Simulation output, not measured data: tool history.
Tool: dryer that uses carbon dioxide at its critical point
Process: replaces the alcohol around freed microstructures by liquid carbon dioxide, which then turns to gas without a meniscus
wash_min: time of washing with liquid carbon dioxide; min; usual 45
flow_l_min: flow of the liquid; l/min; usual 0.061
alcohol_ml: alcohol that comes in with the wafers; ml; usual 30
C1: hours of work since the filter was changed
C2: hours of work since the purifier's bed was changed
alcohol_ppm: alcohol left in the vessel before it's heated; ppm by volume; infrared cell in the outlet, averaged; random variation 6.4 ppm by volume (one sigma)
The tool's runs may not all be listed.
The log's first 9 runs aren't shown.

run 10 hour=243.1 | wash_min=45 flow_l_min=0.061 alcohol_ml=30 | C1=218 C2=172 | alcohol_ppm=507
run 11 hour=272.7 | wash_min=45 flow_l_min=0.061 alcohol_ml=30 | C1=233 C2=186 | alcohol_ppm=531
run 12 hour=297.3 | wash_min=45 flow_l_min=0.061 alcohol_ml=30 | C1=245 C2=199 | alcohol_ppm=542
run 13 hour=325.8 | wash_min=45 flow_l_min=0.061 alcohol_ml=102 | C1=259 C2=213 | alcohol_ppm=1863
run 14 hour=356.2 | wash_min=45 flow_l_min=0.061 alcohol_ml=30 | C1=274 C2=228 | alcohol_ppm=597
run 15 hour=377 | wash_min=45 flow_l_min=0.061 alcohol_ml=30 | C1=284 C2=238 | alcohol_ppm=620
run 16 hour=401.7 | wash_min=57 flow_l_min=0.061 alcohol_ml=35 | C1=296 C2=250 | alcohol_ppm=253
-- hour=427.2 inlet filter changed
run 17 hour=439 | wash_min=53 flow_l_min=0.0456 alcohol_ml=30 | C1=6 C2=268 | alcohol_ppm=532
run 18 hour=461.6 | wash_min=53 flow_l_min=0.0456 alcohol_ml=30 | C1=17 C2=279 | alcohol_ppm=544
run 19 hour=485.6 | wash_min=53 flow_l_min=0.0456 alcohol_ml=30 | C1=29 C2=291 | alcohol_ppm=553
run 20 hour=510 | wash_min=47 flow_l_min=0.101 alcohol_ml=78 | C1=41 C2=303 | alcohol_ppm=66
run 21 hour=543.7 | wash_min=47 flow_l_min=0.101 alcohol_ml=78 | C1=58 C2=320 | alcohol_ppm=73
run 22 hour=572.1 | wash_min=60 flow_l_min=0.061 alcohol_ml=30 | C1=72 C2=334 | alcohol_ppm=110
run 23 hour=604.1 | wash_min=50 flow_l_min=0.0442 alcohol_ml=30 | C1=87 C2=350 | alcohol_ppm=932
run 24 hour=635.4 | wash_min=63 flow_l_min=0.0416 alcohol_ml=96 | C1=103 C2=365 | alcohol_ppm=1338
run 25 hour=660.2 | wash_min=62 flow_l_min=0.0416 alcohol_ml=96 | C1=115 C2=377 | alcohol_ppm=1514
run 26 hour=675.3 | wash_min=28 flow_l_min=0.0744 alcohol_ml=30 | C1=123 C2=385 | alcohol_ppm=1324
run 27 hour=705.5 | wash_min=28 flow_l_min=0.0744 alcohol_ml=30 | C1=138 C2=400 | alcohol_ppm=1404
run 28 hour=722.5 | wash_min=68 flow_l_min=0.0929 alcohol_ml=55 | C1=146 C2=408 | alcohol_ppm=57
run 29 hour=749 | wash_min=49 flow_l_min=0.0576 alcohol_ml=33 | C1=159 C2=421 | alcohol_ppm=452
run 30 hour=783.9 | wash_min=31 flow_l_min=0.061 alcohol_ml=23 | C1=176 C2=438 | alcohol_ppm=1614

3 ways to go on from here, each from the tool as it stands after run 30. What would each give?
run A hour=815.5 | wash_min=53 flow_l_min=0.061 alcohol_ml=30 | C1=192 C2=454 | alcohol_ppm=?
run B hour=815.5 | wash_min=39 flow_l_min=0.0448 alcohol_ml=49 | C1=192 C2=454 | alcohol_ppm=?
run C hour=815.5 | wash_min=62 flow_l_min=0.061 alcohol_ml=44 | C1=192 C2=454 | alcohol_ppm=?

run=A alcohol_ppm=264
run=B alcohol_ppm=4193
run=C alcohol_ppm=174
Without the tool's hidden state the same runs would have given:
run=A alcohol_ppm=109
run=B alcohol_ppm=2919
run=C alcohol_ppm=54
